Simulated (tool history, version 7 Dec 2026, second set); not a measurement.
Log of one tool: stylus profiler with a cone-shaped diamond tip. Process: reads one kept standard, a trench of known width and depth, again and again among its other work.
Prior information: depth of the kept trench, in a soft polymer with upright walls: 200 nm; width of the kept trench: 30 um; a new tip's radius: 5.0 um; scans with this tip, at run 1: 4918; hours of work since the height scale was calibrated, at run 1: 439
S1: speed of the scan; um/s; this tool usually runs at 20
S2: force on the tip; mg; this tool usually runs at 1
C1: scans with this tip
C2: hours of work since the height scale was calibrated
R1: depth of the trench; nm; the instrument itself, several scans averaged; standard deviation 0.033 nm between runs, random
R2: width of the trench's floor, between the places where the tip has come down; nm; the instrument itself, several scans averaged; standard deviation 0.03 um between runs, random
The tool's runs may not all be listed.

| run | hour | S1 | S2 | C1 | C2 | R1 | R2 |
|---|---|---|---|---|---|---|---|
| 1 | 0 | 20 | 1 | 4918 | 439 | 201.92 | 26600 |
| 2 | 34.4 | 20 | 1 | 5215 | 465 | 201.89 | 26590 |
| 3 | 88.5 | 20 | 1 | 5682 | 507 | 201.95 | 26460 |
| 4 | 135.7 | 20 | 1 | 6090 | 543 | 201.94 | 26510 |
| 5 | 197.1 | 20 | 1 | 6620 | 591 | 202 | 26440 |
| 6 | 230.9 | 24 | 1 | 6912 | 617 | 202 | 26360 |
| 7 | 291.6 | 24 | 1 | 7436 | 664 | 202.04 | 26300 |
| 8 | 357.2 | 24 | 1 | 8003 | 714 | 202.05 | 26270 |
| 9 | 418.3 | 24 | 1 | 8530 | 761 | 202.05 | 26250 |
| 10 | 457.3 | 24 | 2.81 | 8867 | 791 | 203.79 | 26290 |
| 11 | 490.7 | 24 | 2.81 | 9156 | 817 | 203.83 | 26220 |
| 12 | 525.3 | 8 | 2.98 | 9455 | 844 | 204 | 26290 |
| 13 | 575.8 | 13 | 1.67 | 9891 | 883 | 202.84 | 26210 |
|  | 581 | height scale calibrated on a step standard |
| 14 | 628.2 | 23 | 0.47 | 10339 | 36 | 201.12 | 25980 |
| 15 | 662.5 | 32 | 1 | 10635 | 63 | 201.84 | 25970 |
| 16 | 714.8 | 63 | 1.01 | 11086 | 103 | 201.77 | 25630 |
| 17 | 752 | 8 | 1 | 11408 | 132 | 201.82 | 26130 |
| 18 | 808.1 | 18 | 2.63 | 11892 | 175 | 203.39 | 26110 |
| 19 | 854.9 | 6 | 0.34 | 12297 | 211 | 200.99 | 25960 |
| 20 | 892.6 | 16 | 0.84 | 12623 | 240 | 201.7 | 25940 |
| 21 | 926.8 | 16 | 0.84 | 12918 | 266 | 201.69 | 25920 |
| 22 | 970.7 | 12 | 0.89 | 13297 | 300 | 201.78 | 25930 |

Hidden condition of the tool, last listed run before each entry between runs versus first listed run after:
In the gap between runs 13 and 14: height scale calibrated on a step standard (hour 581)
  radius of the tip, um: 8.5 -> 8.67; height scale over the true one, %: 0.195 -> 0.037
  measured result minus the result with no hidden state, R1: +0.39 -> +0.07 nm; R2: -870 -> -910 nm
